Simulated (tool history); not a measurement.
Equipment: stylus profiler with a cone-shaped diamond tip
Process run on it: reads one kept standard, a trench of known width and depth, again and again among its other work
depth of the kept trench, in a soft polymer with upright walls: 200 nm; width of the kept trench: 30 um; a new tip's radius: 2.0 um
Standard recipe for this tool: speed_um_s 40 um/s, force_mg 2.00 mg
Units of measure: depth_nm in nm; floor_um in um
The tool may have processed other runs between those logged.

{"run": 1, "hour": 0.0, "speed_um_s": 40, "force_mg": 2.0, "depth_nm": 203.25, "floor_um": 27.82}
{"run": 2, "hour": 39.9, "speed_um_s": 40, "force_mg": 2.0, "depth_nm": 203.21, "floor_um": 27.82}
{"run": 3, "hour": 66.4, "speed_um_s": 40, "force_mg": 2.0, "depth_nm": 203.23, "floor_um": 27.74}
{"run": 4, "hour": 107.8, "speed_um_s": 40, "force_mg": 0.82, "depth_nm": 201.87, "floor_um": 27.62}
{"run": 5, "hour": 136.3, "speed_um_s": 40, "force_mg": 2.0, "depth_nm": 203.22, "floor_um": 27.7}
{"run": 6, "hour": 178.2, "speed_um_s": 40, "force_mg": 2.0, "depth_nm": 203.22, "floor_um": 27.71}
{"run": 7, "hour": 208.1, "speed_um_s": 53, "force_mg": 2.0, "depth_nm": 203.17, "floor_um": 27.59}
{"run": 8, "hour": 229.1, "speed_um_s": 53, "force_mg": 2.0, "depth_nm": 203.19, "floor_um": 27.61}
{"run": 9, "hour": 275.5, "speed_um_s": 53, "force_mg": 2.0, "depth_nm": 203.18, "floor_um": 27.58}
{"run": 10, "hour": 311.9, "speed_um_s": 53, "force_mg": 2.0, "depth_nm": 203.18, "floor_um": 27.55}
{"run": 11, "hour": 351.1, "speed_um_s": 53, "force_mg": 2.0, "depth_nm": 203.36, "floor_um": 27.56}
{"run": 12, "hour": 398.8, "speed_um_s": 26, "force_mg": 2.0, "depth_nm": 203.39, "floor_um": 27.67}
{"run": 13, "hour": 443.9, "speed_um_s": 40, "force_mg": 4.28, "depth_nm": 205.19, "floor_um": 27.64}
{"run": 14, "hour": 480.5, "speed_um_s": 40, "force_mg": 4.28, "depth_nm": 205.23, "floor_um": 27.62}
{"run": 15, "hour": 527.2, "speed_um_s": 40, "force_mg": 4.28, "depth_nm": 205.2, "floor_um": 27.65}
{"run": 16, "hour": 562.7, "speed_um_s": 40, "force_mg": 1.01, "depth_nm": 202.29, "floor_um": 27.39}
{"run": 17, "hour": 592.9, "speed_um_s": 157, "force_mg": 2.0, "depth_nm": 203.42, "floor_um": 26.71}
{"run": 18, "hour": 638.4, "speed_um_s": 157, "force_mg": 2.0, "depth_nm": 203.26, "floor_um": 26.6}
{"run": 19, "hour": 659.0, "speed_um_s": 157, "force_mg": 2.0, "depth_nm": 203.51, "floor_um": 26.64}
{"run": 20, "hour": 702.1, "speed_um_s": 40, "force_mg": 2.0, "depth_nm": 203.47, "floor_um": 27.44}
{"run": 21, "hour": 738.5, "speed_um_s": 40, "force_mg": 1.25, "depth_nm": 202.48, "floor_um": 27.33}
{"run": 22, "hour": 780.5, "speed_um_s": 40, "force_mg": 2.0, "depth_nm": 203.42, "floor_um": 27.38}
{"run": 23, "hour": 814.0, "speed_um_s": 40, "force_mg": 4.73, "depth_nm": 205.72, "floor_um": 27.44}
{"run": 24, "hour": 844.9, "speed_um_s": 40, "force_mg": 4.73, "depth_nm": 205.63, "floor_um": 27.38}
{"run": 25, "hour": 872.6, "speed_um_s": 13, "force_mg": 2.27, "depth_nm": 203.91, "floor_um": 27.52}
{"run": 26, "hour": 892.3, "speed_um_s": 13, "force_mg": 2.27, "depth_nm": 203.95, "floor_um": 27.41}
{"run": 27, "hour": 915.5, "speed_um_s": 46, "force_mg": 4.94, "depth_nm": 205.9, "floor_um": 27.39}
{"run": 28, "hour": 945.6, "speed_um_s": 16, "force_mg": 2.25, "depth_nm": 203.75, "floor_um": 27.41}
{"run": 29, "hour": 965.9, "speed_um_s": 17, "force_mg": 1.13, "depth_nm": 202.66, "floor_um": 27.43}
{"run": 30, "hour": 1010.2, "speed_um_s": 10, "force_mg": 5.2, "depth_nm": 205.98, "floor_um": 27.43}
{"run": 31, "hour": 1034.7, "speed_um_s": 10, "force_mg": 5.2, "depth_nm": 206.08, "floor_um": 27.48}
{"run": 32, "hour": 1079.6, "speed_um_s": 90, "force_mg": 2.53, "depth_nm": 204.07, "floor_um": 26.94}
{"run": 33, "hour": 1121.9, "speed_um_s": 22, "force_mg": 2.0, "depth_nm": 203.57, "floor_um": 27.29}
{"run": 34, "hour": 1164.0, "speed_um_s": 40, "force_mg": 1.06, "depth_nm": 202.73, "floor_um": 27.07}
{"run": 35, "hour": 1190.1, "speed_um_s": 40, "force_mg": 1.06, "depth_nm": 202.43, "floor_um": 27.05}
{"run": 36, "hour": 1221.0, "speed_um_s": 32, "force_mg": 3.11, "depth_nm": 204.53, "floor_um": 27.21}
{"run": 37, "hour": 1245.2, "speed_um_s": 32, "force_mg": 3.11, "depth_nm": 204.69, "floor_um": 27.21}
{"run": 38, "hour": 1283.8, "speed_um_s": 152, "force_mg": 0.97, "depth_nm": 202.45, "floor_um": 25.89}
{"run": 39, "hour": 1312.0, "speed_um_s": 11, "force_mg": 1.46, "depth_nm": 203.15, "floor_um": 27.34}
{"run": 40, "hour": 1356.3, "speed_um_s": 11, "force_mg": 1.25, "depth_nm": 202.96, "floor_um": 27.29}
{"run": 41, "hour": 1380.5, "speed_um_s": 11, "force_mg": 1.25, "depth_nm": 202.72, "floor_um": 27.21}
{"run": 42, "hour": 1421.0, "speed_um_s": 43, "force_mg": 2.46, "depth_nm": 204.17, "floor_um": 27.07}
{"run": 43, "hour": 1443.3, "speed_um_s": 15, "force_mg": 3.05, "depth_nm": 204.61, "floor_um": 27.16}
{"run": 44, "hour": 1479.4, "speed_um_s": 15, "force_mg": 3.05, "depth_nm": 204.73, "floor_um": 27.18}
{"run": 45, "hour": 1501.6, "speed_um_s": 15, "force_mg": 0.82, "depth_nm": 202.47, "floor_um": 27.09}
{"run": 46, "hour": 1524.3, "speed_um_s": 22, "force_mg": 2.32, "depth_nm": 204.08, "floor_um": 27.18}
{"run": 47, "hour": 1557.6, "speed_um_s": 22, "force_mg": 2.32, "depth_nm": 204.18, "floor_um": 27.1}

What if the next run were any one of these 4? Each begins from the tool's condition after run 47:
{"run": "A", "hour": 1580.0, "speed_um_s": 12, "force_mg": 4.4, "depth_nm": "?", "floor_um": "?"}
{"run": "B", "hour": 1580.0, "speed_um_s": 11, "force_mg": 1.07, "depth_nm": "?", "floor_um": "?"}
{"run": "C", "hour": 1580.0, "speed_um_s": 19, "force_mg": 3.02, "depth_nm": "?", "floor_um": "?"}
{"run": "D", "hour": 1580.0, "speed_um_s": 19, "force_mg": 3.84, "depth_nm": "?", "floor_um": "?"}

run=A depth_nm=205.75 floor_um=27.16
run=B depth_nm=202.77 floor_um=27.17
run=C depth_nm=204.55 floor_um=27.09
run=D depth_nm=205.38 floor_um=27.21
What these runs would have given with no unlogged condition in the tool:
run=A depth_nm=204.84 floor_um=28.17
run=B depth_nm=201.87 floor_um=28.18
run=C depth_nm=203.65 floor_um=28.10
run=D depth_nm=204.47 floor_um=28.22
